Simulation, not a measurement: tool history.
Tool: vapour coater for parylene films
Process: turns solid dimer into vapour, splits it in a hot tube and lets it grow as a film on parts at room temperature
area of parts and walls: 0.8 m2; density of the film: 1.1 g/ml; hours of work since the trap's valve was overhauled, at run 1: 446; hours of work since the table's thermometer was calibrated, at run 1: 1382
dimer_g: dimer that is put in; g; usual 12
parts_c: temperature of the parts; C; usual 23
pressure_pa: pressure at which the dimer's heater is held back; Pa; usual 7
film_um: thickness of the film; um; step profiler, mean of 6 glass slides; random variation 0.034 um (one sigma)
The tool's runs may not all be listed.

| run | hour | dimer_g | parts_c | pressure_pa | hours of work since the trap's valve was overhauled | hours of work since the table's thermometer was calibrated | film_um |
|---|---|---|---|---|---|---|---|
| 1 | 0 | 12 | 23 | 7 | 446 | 1382 | 7.55 |
| 2 | 32 | 12 | 23 | 7 | 467 | 1403 | 7.46 |
| 3 | 65.4 | 12 | 24 | 7 | 489 | 1425 | 7.32 |
| 4 | 113.7 | 12 | 30 | 7 | 521 | 1457 | 6.63 |
| 5 | 167 | 10 | 30 | 7 | 556 | 1492 | 5.5 |
| 6 | 208.9 | 10 | 30 | 7 | 583 | 1520 | 5.48 |
| 7 | 263.8 | 7 | 19 | 7 | 619 | 1556 | 4.6 |
| 8 | 298.8 | 7 | 19 | 7 | 642 | 1579 | 4.57 |
| 9 | 343.2 | 13 | 20 | 4.12 | 672 | 1608 | 8.93 |

The next listed run, before its measurement:
|  | 379.3 | trap's valve overhauled |
| 10 | 400.1 | 13 | 20 | 4.12 | 14 | 1643 | ? |

film_um: 9.81 um
Without the tool's hidden state the same run would have given film_um 9.71 um.

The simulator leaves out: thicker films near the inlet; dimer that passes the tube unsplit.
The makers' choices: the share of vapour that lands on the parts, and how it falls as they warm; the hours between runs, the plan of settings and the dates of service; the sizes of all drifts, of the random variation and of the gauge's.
